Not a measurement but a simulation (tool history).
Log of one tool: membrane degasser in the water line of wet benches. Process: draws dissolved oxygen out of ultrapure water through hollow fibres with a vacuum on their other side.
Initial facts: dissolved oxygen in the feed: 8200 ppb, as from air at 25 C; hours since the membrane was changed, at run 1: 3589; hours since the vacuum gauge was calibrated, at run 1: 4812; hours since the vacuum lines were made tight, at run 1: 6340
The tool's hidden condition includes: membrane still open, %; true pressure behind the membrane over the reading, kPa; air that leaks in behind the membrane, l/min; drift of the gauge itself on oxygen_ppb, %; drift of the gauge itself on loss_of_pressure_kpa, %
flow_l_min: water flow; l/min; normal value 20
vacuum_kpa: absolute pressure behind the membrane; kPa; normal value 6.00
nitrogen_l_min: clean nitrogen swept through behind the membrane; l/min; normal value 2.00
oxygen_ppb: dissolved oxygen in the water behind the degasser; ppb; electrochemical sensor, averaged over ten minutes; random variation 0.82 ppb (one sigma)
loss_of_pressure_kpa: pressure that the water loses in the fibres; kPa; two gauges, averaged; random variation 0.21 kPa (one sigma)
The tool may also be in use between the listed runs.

run	hour	flow_l_min	vacuum_kpa	nitrogen_l_min	hours since the membrane was changed	hours since the vacuum gauge was calibrated	hours since the vacuum lines were made tight	oxygen_ppb	loss_of_pressure_kpa
1	0.0	20	6.00	2.00	3589	4812	6340	77.9	49.35
2	47.8	20	6.00	2.00	3637	4859	6388	76.3	49.41
3	143.4	20	6.00	2.00	3732	4955	6484	76.3	49.44
# hour 157.0: vacuum gauge calibrated
4	208.3	20	6.00	2.00	3796	51	6548	76.8	49.54
5	272.6	20	6.00	3.40	3861	116	6612	50.0	49.64
6	333.8	20	14.35	3.40	3922	177	6674	164.3	49.23
7	423.5	20	14.35	3.40	4012	266	6763	167.6	49.73
8	522.7	20	6.00	2.00	4111	366	6863	75.8	49.34
9	575.1	20	6.00	2.00	4163	418	6915	76.2	49.20
10	622.5	20	6.00	2.00	4211	465	6962	76.9	49.18
11	725.8	20	6.00	2.00	4314	569	7066	76.1	49.60
12	775.9	20	6.00	2.00	4364	619	7116	75.8	49.69
13	865.6	20	6.00	2.00	4454	709	7206	74.3	49.79
14	933.4	20	6.00	2.00	4522	776	7273	75.6	49.58
15	1032.4	20	6.00	2.00	4621	875	7372	75.7	49.67
16	1111.9	20	6.00	2.00	4700	955	7452	77.2	49.38
17	1159.2	20	6.00	2.00	4747	1002	7499	75.5	49.31
18	1239.8	20	3.98	3.06	4828	1083	7580	23.2	49.15
19	1337.0	21	7.58	2.30	4925	1180	7677	105.6	51.84
20	1390.8	20	6.79	1.10	4979	1234	7731	154.7	49.51
21	1502.5	20	6.00	0.89	5091	1346	7842	146.6	49.96
22	1557.7	14	7.82	1.41	5146	1401	7898	112.6	34.76
23	1619.7	22	11.85	2.00	5208	1463	7960	225.5	54.37
24	1695.0	22	11.85	2.00	5283	1538	8035	230.5	54.38
25	1759.7	22	11.85	2.00	5348	1603	8100	231.8	54.42
26	1806.2	28	10.00	2.00	5394	1649	8146	233.2	69.23
27	1920.1	28	9.15	3.27	5508	1763	8260	140.7	68.91
28	1970.2	12	6.00	2.71	5558	1813	8310	32.9	29.52
29	2026.2	12	6.00	2.71	5614	1869	8366	33.4	29.51
30	2137.6	20	11.81	1.17	5726	1981	8478	336.3	49.31
31	2203.1	20	11.81	1.17	5791	2046	8543	332.8	49.41

Predict each of these 4 candidate next runs independently; none follows another, all start after run 31:
A	2306.6	20	5.87	2.00	5895	2150	8647	?	?
B	2306.6	23	11.81	0.92	5895	2150	8647	?	?
C	2306.6	12	13.27	1.17	5895	2150	8647	?	?
D	2306.6	20	11.81	1.25	5895	2150	8647	?	?

run	oxygen_ppb	loss_of_pressure_kpa
A	73.9	49.40
B	458.4	56.55
C	241.9	29.54
D	314.0	48.99
What these runs would have given with no unlogged condition in the tool:
run	oxygen_ppb	loss_of_pressure_kpa
A	73.8	49.37
B	458.2	56.53
C	241.7	29.53
D	313.8	48.97
